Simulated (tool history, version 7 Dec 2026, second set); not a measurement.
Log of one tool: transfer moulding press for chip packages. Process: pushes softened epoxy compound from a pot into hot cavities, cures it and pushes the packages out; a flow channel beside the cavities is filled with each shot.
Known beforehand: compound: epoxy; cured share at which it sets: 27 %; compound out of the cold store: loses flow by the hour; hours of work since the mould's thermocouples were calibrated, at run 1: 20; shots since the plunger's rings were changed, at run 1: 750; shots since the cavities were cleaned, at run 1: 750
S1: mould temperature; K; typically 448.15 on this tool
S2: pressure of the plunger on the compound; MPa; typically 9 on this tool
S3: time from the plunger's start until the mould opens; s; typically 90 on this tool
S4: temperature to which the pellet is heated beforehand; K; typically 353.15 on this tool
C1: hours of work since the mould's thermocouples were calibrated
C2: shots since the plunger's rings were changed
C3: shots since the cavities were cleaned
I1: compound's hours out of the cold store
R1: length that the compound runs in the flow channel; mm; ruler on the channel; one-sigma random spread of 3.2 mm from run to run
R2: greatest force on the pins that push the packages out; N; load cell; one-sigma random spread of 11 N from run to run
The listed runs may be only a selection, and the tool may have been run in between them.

run	hour	S1	S2	S3	S4	C1	C2	C3	I1	R1	R2
1	0	448.15	9	90	353.15	20	750	750	15.7	940	1050
2	7.3	448.15	9	90	353.15	23	813	813	9.7	970	1059
3	18.5	448.15	9	90	353.15	28	910	910	29	873	1029
# hour 28.4: cavities cleaned with cleaning compound and waxed
4	36.3	448.15	9	90	353.15	36	1052	69	11.1	952	1324
5	43.5	448.15	9	90	353.15	39	1114	131	29.5	874	1250
6	50.2	448.15	9	90	353.15	42	1172	189	40.4	828	1205
7	56.9	448.15	9	90	353.15	45	1230	247	14.9	940	1218
8	67.7	448.15	9	90	353.15	50	1323	340	10.6	957	1216
# hour 76.2: cavities cleaned with cleaning compound and waxed, once more
9	82.5	448.15	9	90	353.15	56	1438	54	21.5	898	614
10	93.5	448.15	9	90	353.15	61	1533	149	35.8	840	688
11	102.4	448.15	9	90	353.15	65	1611	227	24.6	887	754
12	118.7	448.15	9	90	353.15	73	1751	367	9.5	959	894
13	133.7	448.15	9	102	353.15	80	1881	497	31.7	854	822
14	148.6	448.15	9	90	353.15	87	2011	627	43.1	810	950

Run 15 is up next; what results do you expect?
15	162.1	451.15	9	86	353.15	93	2127	743	12.7	?	?

Run 15 produced R1 925 mm, R2 980 N.
Had the tool carried no hidden state, the very same run would have given R1 943 mm, R2 489 N.
